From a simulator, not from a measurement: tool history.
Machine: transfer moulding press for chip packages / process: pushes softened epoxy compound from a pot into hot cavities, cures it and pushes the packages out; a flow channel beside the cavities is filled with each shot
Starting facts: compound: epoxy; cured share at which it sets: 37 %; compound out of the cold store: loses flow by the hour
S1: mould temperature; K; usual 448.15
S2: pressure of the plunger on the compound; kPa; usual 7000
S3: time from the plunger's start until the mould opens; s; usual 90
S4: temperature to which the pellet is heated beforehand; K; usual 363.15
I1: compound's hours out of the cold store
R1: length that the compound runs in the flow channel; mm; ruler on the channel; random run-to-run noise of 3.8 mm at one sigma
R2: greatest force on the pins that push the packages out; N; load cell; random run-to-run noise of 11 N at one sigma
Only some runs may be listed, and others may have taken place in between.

Run 1, hour 0: usual settings; I1 14.2. Result: R1 575 mm, R2 491 N.
At hour 24.9: cavities cleaned with cleaning compound and waxed.
Run 2, hour 31.1: usual settings but S2 7600 kPa; I1 20. Result: R1 577 mm, R2 476 N.
Run 3, hour 61.6: usual settings but S2 7600 kPa; I1 21.2. Result: R1 575 mm, R2 496 N.
At hour 89.8: cavities cleaned with cleaning compound and waxed.
At hour 94.6: plunger's sealing rings changed.
Run 4, hour 97.4: usual settings but S2 7600 kPa; I1 38.6. Result: R1 517 mm, R2 445 N.
Run 5, hour 126.5: usual settings but S2 6800 kPa; I1 12.6. Result: R1 566 mm, R2 509 N.
Run 6, hour 147.3: usual settings but S2 6800 kPa; I1 19.7. Result: R1 552 mm, R2 479 N.
At hour 152.1: mould's thermocouples calibrated.
At hour 159.1: cavities cleaned with cleaning compound and waxed.
Run 7, hour 174.4: usual settings but S2 6800 kPa; I1 31.9. Result: R1 508 mm, R2 469 N.
Run 8, hour 192: usual settings but S2 6800 kPa; I1 41.7. Result: R1 489 mm, R2 459 N.
Run 9, hour 211.8: usual settings but S2 6800 kPa; I1 46. Result: R1 467 mm, R2 455 N.
At hour 223.8: cavities cleaned with cleaning compound and waxed.
Run 10, hour 237.9: usual settings but S2 6800 kPa, S4 372.15 K; I1 32.6. Result: R1 510 mm, R2 459 N.
Run 11, hour 275.8: usual settings; I1 37.1. Result: R1 502 mm, R2 473 N.
At hour 290.6: cavities cleaned with cleaning compound and waxed.
Run 12, hour 313.4: usual settings; I1 17.7. Result: R1 566 mm, R2 495 N.
Run 13, hour 333.9: usual settings; I1 42.5. Result: R1 491 mm, R2 454 N.
At hour 357.4: cavities cleaned with cleaning compound and waxed.
Run 14, hour 362.7: usual settings; I1 29.7. Result: R1 527 mm, R2 482 N.
Run 15, hour 387.3: usual settings; I1 44. Result: R1 487 mm, R2 450 N.
Run 16, hour 419.4: usual settings but S1 443.15 K, S2 6980 kPa, S3 73 s, S4 368.15 K; I1 39.8. Result: R1 509 mm, R2 948 N.
At hour 422.5: cavities cleaned with cleaning compound and waxed.
Run 17, hour 441.8: usual settings but S1 443.15 K, S2 5840 kPa, S3 100 s, S4 367.15 K; I1 47.1. Result: R1 443 mm, R2 494 N.
At hour 454.3: plunger's sealing rings changed.
Run 18, hour 473.2: usual settings but S1 445.15 K, S3 118 s, S4 356.15 K; I1 27. Result: R1 545 mm, R2 355 N.
At hour 490.7: cavities cleaned with cleaning compound and waxed.
Run 19, hour 512.1: usual settings but S1 445.15 K, S3 118 s, S4 356.15 K; I1 43.5. Result: R1 497 mm, R2 354 N.
Run 20, hour 537.4: usual settings but S1 449.15 K, S2 6280 kPa, S3 113 s, S4 370.15 K; I1 25.6. Result: R1 506 mm, R2 323 N.
At hour 556.3: cavities cleaned with cleaning compound and waxed.
Run 21, hour 566.1: usual settings but S1 449.15 K, S2 6280 kPa, S3 113 s, S4 370.15 K; I1 45.5. Result: R1 457 mm, R2 324 N.
Run 22, hour 593.6: usual settings but S1 452.15 K, S2 5500 kPa, S3 93 s, S4 365.15 K; I1 41.4. Result: R1 432 mm, R2 347 N.
Run 23, hour 611.9: usual settings but S2 6610 kPa, S3 121 s, S4 360.15 K; I1 27. Result: R1 523 mm, R2 319 N.
At hour 621.5: cavities cleaned with cleaning compound and waxed.
Run 24, hour 649.3: usual settings but S2 6610 kPa, S3 121 s, S4 360.15 K; I1 28.6. Result: R1 510 mm, R2 334 N.
Run 25, hour 665.2: usual settings but S1 454.15 K, S2 8640 kPa, S3 72 s, S4 353.15 K; I1 12.6. Result: R1 634 mm, R2 602 N.
Run 26, hour 682.1: usual settings but S2 8310 kPa; I1 25.8. Result: R1 586 mm, R2 469 N.
At hour 688.7: cavities cleaned with cleaning compound and waxed.
Run 27, hour 709.1: usual settings but S2 8310 kPa; I1 19.9. Result: R1 608 mm, R2 498 N.
Run 28, hour 736.5: usual settings but S1 445.15 K, S2 8060 kPa, S4 353.15 K; I1 31. Result: R1 567 mm, R2 605 N.
At hour 753.2: cavities cleaned with cleaning compound and waxed.
Run 29, hour 775.2: usual settings but S1 445.15 K, S2 7900 kPa, S4 368.15 K; I1 44.4. Result: R1 517 mm, R2 544 N.

Consider 3 possible next runs. They are alternatives, not a sequence: every one starts from the tool as it was left by run 29. What does each give?
At hour 780.1: mould's thermocouples calibrated.
Run A, hour 803.4: usual settings but S1 445.15 K, S3 85 s, S4 355.15 K; I1 43.2. Result: R1 ?, R2 ?.
At hour 780.1: mould's thermocouples calibrated.
Run B, hour 803.4: usual settings but S1 442.15 K, S2 7360 kPa, S3 82 s; I1 16.6. Result: R1 ?, R2 ?.
At hour 780.1: mould's thermocouples calibrated.
Run C, hour 803.4: usual settings but S1 440.15 K, S3 99 s, S4 358.15 K; I1 12. Result: R1 ?, R2 ?.

run   R1   R2
  A  492  625
  B  595  945
  C  600  715
Without the tool's hidden state the same runs would have given:
run   R1   R2
  A  492  622
  B  596  940
  C  601  711

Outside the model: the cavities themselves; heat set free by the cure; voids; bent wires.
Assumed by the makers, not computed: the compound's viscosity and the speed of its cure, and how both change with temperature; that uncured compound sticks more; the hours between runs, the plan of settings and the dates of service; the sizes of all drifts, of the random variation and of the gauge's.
